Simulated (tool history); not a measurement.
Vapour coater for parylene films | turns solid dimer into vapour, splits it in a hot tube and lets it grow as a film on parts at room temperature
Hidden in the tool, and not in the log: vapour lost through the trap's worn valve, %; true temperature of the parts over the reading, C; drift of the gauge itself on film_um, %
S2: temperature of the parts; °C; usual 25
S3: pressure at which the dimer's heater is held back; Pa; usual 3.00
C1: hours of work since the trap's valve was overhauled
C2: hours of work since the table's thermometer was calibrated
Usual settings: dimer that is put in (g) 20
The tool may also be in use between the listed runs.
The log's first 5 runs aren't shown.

At hour 239.6: trap's valve overhauled.
Run 6, hour 282.5: usual settings; C1 32; C2 1707. Result: thickness of the film (nm) 11000.
Run 7, hour 339.2: usual settings; C1 75; C2 1749. Result: thickness of the film (nm) 10870.
Run 8, hour 393.6: usual settings but S2 17 °C; C1 115; C2 1790. Result: thickness of the film (nm) 14470.
Run 9, hour 453.6: usual settings; C1 161; C2 1835. Result: thickness of the film (nm) 10770.
Run 10, hour 493.0: usual settings; C1 190; C2 1865. Result: thickness of the film (nm) 10710.
Run 11, hour 534.5: usual settings but dimer that is put in (g) 21; C1 221; C2 1896. Result: thickness of the film (nm) 11180.
Run 12, hour 587.1: usual settings but dimer that is put in (g) 21; C1 261; C2 1935. Result: thickness of the film (nm) 11200.
Run 13, hour 626.3: usual settings; C1 290; C2 1965. Result: thickness of the film (nm) 10580.
Run 14, hour 689.7: usual settings but dimer that is put in (g) 18; C1 338; C2 2012. Result: thickness of the film (nm) 9420.
Run 15, hour 728.9: usual settings but dimer that is put in (g) 18; C1 367; C2 2042. Result: thickness of the film (nm) 9420.
Run 16, hour 785.2: usual settings but dimer that is put in (g) 18; C1 409; C2 2084. Result: thickness of the film (nm) 9270.
At hour 824.6: trap's valve overhauled.
Run 17, hour 858.2: usual settings but dimer that is put in (g) 18; C1 25; C2 2136. Result: thickness of the film (nm) 9960.
At hour 878.8: table's thermometer calibrated.
Run 18, hour 892.9: usual settings but dimer that is put in (g) 22; C1 50; C2 11. Result: thickness of the film (nm) 11730.
Run 19, hour 923.2: usual settings but dimer that is put in (g) 22; C1 73; C2 33. Result: thickness of the film (nm) 11710.
Run 20, hour 982.3: usual settings; C1 117; C2 78. Result: thickness of the film (nm) 10540.
Run 21, hour 1024.5: usual settings; C1 149; C2 109. Result: thickness of the film (nm) 10420.
Run 22, hour 1059.2: usual settings; C1 175; C2 135. Result: thickness of the film (nm) 10490.
Run 23, hour 1120.2: usual settings; C1 221; C2 181. Result: thickness of the film (nm) 10350.
Run 24, hour 1176.6: usual settings but dimer that is put in (g) 28; C1 263; C2 223. Result: thickness of the film (nm) 14480.
Run 25, hour 1218.4: usual settings but dimer that is put in (g) 28, S2 30 °C, S3 8.86 Pa; C1 295; C2 255. Result: thickness of the film (nm) 10200.
Run 26, hour 1282.9: usual settings but dimer that is put in (g) 13, S3 2.72 Pa; C1 343; C2 303. Result: thickness of the film (nm) 6650.
Run 27, hour 1317.8: usual settings but dimer that is put in (g) 24, S2 23 °C, S3 5.91 Pa; C1 369; C2 329. Result: thickness of the film (nm) 12410.
Run 28, hour 1381.5: usual settings but dimer that is put in (g) 24, S2 23 °C, S3 5.91 Pa; C1 417; C2 377. Result: thickness of the film (nm) 12280.
At hour 1410.5: trap's valve overhauled.
Run 29, hour 1449.0: usual settings but dimer that is put in (g) 15, S2 19 °C, S3 5.35 Pa; C1 29; C2 425. Result: thickness of the film (nm) 9930.
Run 30, hour 1488.2: usual settings but dimer that is put in (g) 24, S3 4.60 Pa; C1 58; C2 454. Result: thickness of the film (nm) 12260.

The next listed run, before its measurement:
Run 31, hour 1523.2: usual settings but dimer that is put in (g) 24, S3 4.60 Pa; C1 85; C2 480. Result: thickness of the film (nm) ?.

Run 31 gave thickness of the film (nm) 12140.
Without the tool's hidden state the same run would have given thickness of the film (nm) 12170.

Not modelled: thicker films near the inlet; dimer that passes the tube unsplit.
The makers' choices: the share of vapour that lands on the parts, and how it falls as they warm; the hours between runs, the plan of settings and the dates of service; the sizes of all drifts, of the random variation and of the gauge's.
